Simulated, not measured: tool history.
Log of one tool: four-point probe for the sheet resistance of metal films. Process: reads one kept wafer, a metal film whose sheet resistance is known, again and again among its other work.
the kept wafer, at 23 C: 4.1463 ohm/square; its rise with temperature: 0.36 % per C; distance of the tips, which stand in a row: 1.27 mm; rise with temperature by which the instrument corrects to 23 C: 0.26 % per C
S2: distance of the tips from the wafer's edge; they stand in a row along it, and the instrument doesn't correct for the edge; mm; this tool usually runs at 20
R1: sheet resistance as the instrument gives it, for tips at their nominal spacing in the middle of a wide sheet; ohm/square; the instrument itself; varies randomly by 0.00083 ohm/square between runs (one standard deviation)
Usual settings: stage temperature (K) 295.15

run 1 hour=0.0 | stage_temperature_(K)=295.15 S2=20 | R1=4.151825
run 2 hour=12.8 | stage_temperature_(K)=295.15 S2=20 | R1=4.151411
run 3 hour=33.3 | stage_temperature_(K)=295.15 S2=14 | R1=4.160011
run 4 hour=48.6 | stage_temperature_(K)=295.15 S2=14 | R1=4.160343
run 5 hour=61.7 | stage_temperature_(K)=295.15 S2=14 | R1=4.159862
run 6 hour=82.7 | stage_temperature_(K)=295.15 S2=14 | R1=4.162637
run 7 hour=91.8 | stage_temperature_(K)=295.15 S2=14 | R1=4.160890
run 8 hour=102.2 | stage_temperature_(K)=295.15 S2=20 | R1=4.151985
run 9 hour=111.2 | stage_temperature_(K)=295.15 S2=20 | R1=4.150615
run 10 hour=122.7 | stage_temperature_(K)=295.15 S2=20 | R1=4.151206
run 11 hour=135.2 | stage_temperature_(K)=295.15 S2=20 | R1=4.151999
run 12 hour=149.3 | stage_temperature_(K)=295.15 S2=20 | R1=4.152256
run 13 hour=158.9 | stage_temperature_(K)=295.15 S2=20 | R1=4.151428
run 14 hour=179.5 | stage_temperature_(K)=295.15 S2=20 | R1=4.153041
run 15 hour=200.1 | stage_temperature_(K)=295.15 S2=20 | R1=4.150318
run 16 hour=212.6 | stage_temperature_(K)=295.15 S2=20 | R1=4.151515
run 17 hour=232.6 | stage_temperature_(K)=300.15 S2=20 | R1=4.172156
run 18 hour=247.6 | stage_temperature_(K)=300.15 S2=20 | R1=4.172388
run 19 hour=258.3 | stage_temperature_(K)=297.15 S2=49 | R1=4.153530
run 20 hour=273.4 | stage_temperature_(K)=293.15 S2=49 | R1=4.136516
run 21 hour=294.3 | stage_temperature_(K)=292.15 S2=29 | R1=4.134434
run 22 hour=305.9 | stage_temperature_(K)=297.15 S2=8 | R1=4.207750
run 23 hour=320.2 | stage_temperature_(K)=293.15 S2=5 | R1=4.272646
run 24 hour=332.8 | stage_temperature_(K)=301.15 S2=25 | R1=4.170977
run 25 hour=346.5 | stage_temperature_(K)=301.15 S2=25 | R1=4.173205
run 26 hour=357.5 | stage_temperature_(K)=301.15 S2=25 | R1=4.170939
run 27 hour=377.4 | stage_temperature_(K)=301.15 S2=25 | R1=4.172635
run 28 hour=391.5 | stage_temperature_(K)=294.15 S2=25 | R1=4.145697
run 29 hour=405.3 | stage_temperature_(K)=302.15 S2=9 | R1=4.215656
run 30 hour=424.8 | stage_temperature_(K)=295.15 S2=19 | R1=4.152265
run 31 hour=440.6 | stage_temperature_(K)=295.15 S2=19 | R1=4.152323
run 32 hour=454.9 | stage_temperature_(K)=295.15 S2=19 | R1=4.151729

Each row is a separate what-if for the run after 32, all from the same tool condition, not one after another. Results?
run A hour=468.5 | stage_temperature_(K)=295.15 S2=21 | R1=?
run B hour=468.5 | stage_temperature_(K)=302.15 S2=3 | R1=?
run C hour=468.5 | stage_temperature_(K)=292.15 S2=10 | R1=?

run=A R1=4.152086
run=B R1=4.534963
run=C R1=4.165861
What these runs would have given with no unlogged condition in the tool:
run=A R1=4.151860
run=B R1=4.534718
run=C R1=4.165635
